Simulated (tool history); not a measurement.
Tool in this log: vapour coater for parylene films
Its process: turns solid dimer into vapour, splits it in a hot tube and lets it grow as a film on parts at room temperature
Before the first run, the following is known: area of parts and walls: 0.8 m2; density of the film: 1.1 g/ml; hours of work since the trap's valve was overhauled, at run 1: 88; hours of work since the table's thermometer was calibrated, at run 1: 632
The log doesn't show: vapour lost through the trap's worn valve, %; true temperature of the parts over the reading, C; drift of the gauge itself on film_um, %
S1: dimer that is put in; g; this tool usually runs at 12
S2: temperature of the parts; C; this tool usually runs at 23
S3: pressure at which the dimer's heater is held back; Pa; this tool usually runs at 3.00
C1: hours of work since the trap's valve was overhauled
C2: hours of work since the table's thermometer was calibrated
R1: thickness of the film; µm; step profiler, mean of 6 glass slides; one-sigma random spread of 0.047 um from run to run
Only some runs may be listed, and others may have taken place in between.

| run | hour | S1 | S2 | S3 | C1 | C2 | R1 |
|---|---|---|---|---|---|---|---|
| 1 | 0.0 | 12 | 23 | 3.00 | 88 | 632 | 7.28 |
| 2 | 62.3 | 20 | 23 | 3.00 | 140 | 685 | 12.15 |
| 3 | 104.1 | 17 | 23 | 3.00 | 175 | 720 | 10.35 |
| 4 | 135.6 | 12 | 23 | 3.00 | 201 | 746 | 7.40 |
|  | 149.1 | trap's valve overhauled |
| 5 | 205.7 | 12 | 23 | 3.00 | 47 | 801 | 7.33 |
| 6 | 271.5 | 12 | 23 | 3.00 | 103 | 856 | 7.36 |
| 7 | 309.2 | 12 | 23 | 3.00 | 134 | 888 | 7.27 |
| 8 | 341.8 | 12 | 23 | 3.00 | 161 | 915 | 7.27 |
| 9 | 379.6 | 21 | 23 | 3.00 | 193 | 947 | 12.77 |
|  | 404.4 | trap's valve overhauled |
| 10 | 430.3 | 21 | 23 | 3.00 | 22 | 986 | 12.85 |
| 11 | 459.8 | 21 | 23 | 3.00 | 46 | 1011 | 12.79 |
| 12 | 510.7 | 7 | 23 | 3.00 | 89 | 1053 | 4.24 |
| 13 | 539.5 | 7 | 23 | 3.00 | 113 | 1077 | 4.27 |
| 14 | 571.0 | 7 | 23 | 3.00 | 140 | 1104 | 4.29 |
| 15 | 608.6 | 7 | 23 | 3.00 | 171 | 1135 | 4.24 |
|  | 658.8 | trap's valve overhauled |
| 16 | 676.5 | 7 | 23 | 3.00 | 15 | 1189 | 4.29 |
|  | 709.9 | table's thermometer calibrated |
| 17 | 722.8 | 12 | 26 | 3.00 | 53 | 11 | 6.90 |
| 18 | 754.8 | 12 | 26 | 3.00 | 79 | 38 | 6.81 |
| 19 | 806.1 | 12 | 15 | 3.00 | 122 | 81 | 8.61 |
| 20 | 841.8 | 12 | 30 | 3.00 | 152 | 110 | 6.27 |
| 21 | 899.8 | 12 | 23 | 3.00 | 201 | 159 | 7.36 |
|  | 911.7 | trap's valve overhauled |
| 22 | 963.0 | 7 | 23 | 3.00 | 43 | 209 | 4.29 |
| 23 | 1027.1 | 12 | 23 | 3.00 | 97 | 262 | 7.31 |
| 24 | 1079.7 | 12 | 22 | 7.40 | 141 | 306 | 6.88 |
| 25 | 1118.3 | 12 | 25 | 8.75 | 173 | 339 | 6.31 |
|  | 1167.9 | trap's valve overhauled |
| 26 | 1189.7 | 12 | 21 | 8.75 | 18 | 395 | 6.82 |
| 27 | 1260.5 | 12 | 21 | 8.75 | 78 | 454 | 6.95 |
| 28 | 1298.4 | 12 | 21 | 8.75 | 109 | 486 | 6.90 |
| 29 | 1336.2 | 12 | 20 | 6.14 | 141 | 518 | 7.26 |
| 30 | 1405.8 | 12 | 23 | 6.09 | 199 | 576 | 6.83 |
|  | 1425.1 | trap's valve overhauled |
| 31 | 1468.9 | 9 | 15 | 2.38 | 37 | 625 | 6.69 |
| 32 | 1497.7 | 10 | 23 | 4.28 | 61 | 649 | 5.96 |
| 33 | 1540.3 | 20 | 16 | 3.00 | 96 | 685 | 14.17 |
| 34 | 1586.6 | 20 | 16 | 3.00 | 135 | 724 | 14.19 |
| 35 | 1625.5 | 20 | 16 | 3.00 | 168 | 756 | 14.01 |
|  | 1676.8 | trap's valve overhauled |
| 36 | 1695.9 | 20 | 24 | 3.53 | 16 | 812 | 11.67 |
| 37 | 1728.2 | 12 | 16 | 4.73 | 43 | 839 | 8.17 |
| 38 | 1786.4 | 19 | 25 | 10.31 | 92 | 888 | 9.88 |
| 39 | 1839.1 | 6 | 27 | 7.05 | 136 | 932 | 3.10 |
| 40 | 1899.3 | 13 | 21 | 4.28 | 186 | 982 | 7.94 |
|  | 1929.2 | trap's valve overhauled |
| 41 | 1933.3 | 13 | 21 | 4.28 | 3 | 1007 | 8.08 |

Alternative continuations, all from the tool just after run 41; predict every row:
| A | 1996.7 | 12 | 23 | 3.00 | 57 | 1061 | ? |
| B | 1996.7 | 14 | 32 | 4.28 | 57 | 1061 | ? |
| C | 1996.7 | 12 | 23 | 11.18 | 57 | 1061 | ? |
| D | 1996.7 | 16 | 23 | 10.70 | 57 | 1061 | ? |

| run | R1 |
|---|---|
| A | 7.31 |
| B | 6.87 |
| C | 6.48 |
| D | 8.60 |
With no hidden state in the tool, these same runs would have given:
| run | R1 |
|---|---|
| A | 7.33 |
| B | 6.89 |
| C | 6.50 |
| D | 8.63 |

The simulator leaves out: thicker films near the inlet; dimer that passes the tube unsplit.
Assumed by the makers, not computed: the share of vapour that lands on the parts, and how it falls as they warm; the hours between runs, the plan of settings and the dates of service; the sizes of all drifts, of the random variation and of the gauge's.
